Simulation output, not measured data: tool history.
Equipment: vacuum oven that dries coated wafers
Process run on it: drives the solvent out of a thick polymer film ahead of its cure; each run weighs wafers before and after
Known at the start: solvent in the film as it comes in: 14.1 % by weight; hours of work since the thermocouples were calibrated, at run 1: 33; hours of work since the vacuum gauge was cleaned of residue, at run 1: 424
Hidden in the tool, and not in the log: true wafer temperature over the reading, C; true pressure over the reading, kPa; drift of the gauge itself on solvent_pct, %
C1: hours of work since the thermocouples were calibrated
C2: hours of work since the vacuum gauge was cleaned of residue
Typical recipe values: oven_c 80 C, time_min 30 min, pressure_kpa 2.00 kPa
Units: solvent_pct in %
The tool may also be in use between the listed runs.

run 1 hour=0.0 | oven_c=80 time_min=30 pressure_kpa=2.00 | C1=33 C2=424 | solvent_pct=1.57
run 2 hour=30.8 | oven_c=80 time_min=30 pressure_kpa=1.24 | C1=49 C2=439 | solvent_pct=1.36
run 3 hour=77.9 | oven_c=90 time_min=30 pressure_kpa=2.00 | C1=72 C2=463 | solvent_pct=0.54
run 4 hour=99.5 | oven_c=80 time_min=30 pressure_kpa=2.00 | C1=83 C2=473 | solvent_pct=1.57
run 5 hour=143.5 | oven_c=80 time_min=30 pressure_kpa=1.16 | C1=105 C2=495 | solvent_pct=1.34
run 6 hour=192.4 | oven_c=80 time_min=30 pressure_kpa=2.00 | C1=130 C2=520 | solvent_pct=1.52
run 7 hour=217.9 | oven_c=80 time_min=30 pressure_kpa=2.00 | C1=143 C2=533 | solvent_pct=1.56
run 8 hour=263.9 | oven_c=80 time_min=30 pressure_kpa=2.00 | C1=166 C2=556 | solvent_pct=1.53
run 9 hour=293.8 | oven_c=80 time_min=30 pressure_kpa=2.00 | C1=181 C2=571 | solvent_pct=1.52
run 10 hour=335.0 | oven_c=80 time_min=30 pressure_kpa=2.00 | C1=201 C2=591 | solvent_pct=1.51
run 11 hour=358.6 | oven_c=80 time_min=30 pressure_kpa=2.00 | C1=213 C2=603 | solvent_pct=1.51
run 12 hour=409.0 | oven_c=80 time_min=47 pressure_kpa=2.00 | C1=238 C2=628 | solvent_pct=0.80

What will run 13 give?
run 13 hour=445.7 | oven_c=80 time_min=47 pressure_kpa=2.01 | C1=257 C2=647 | solvent_pct=?

{"run 13": {"solvent_pct": 0.8}}
On a tool with no hidden condition, and with the same random variation, this run would have come out at solvent_pct 0.82 %.
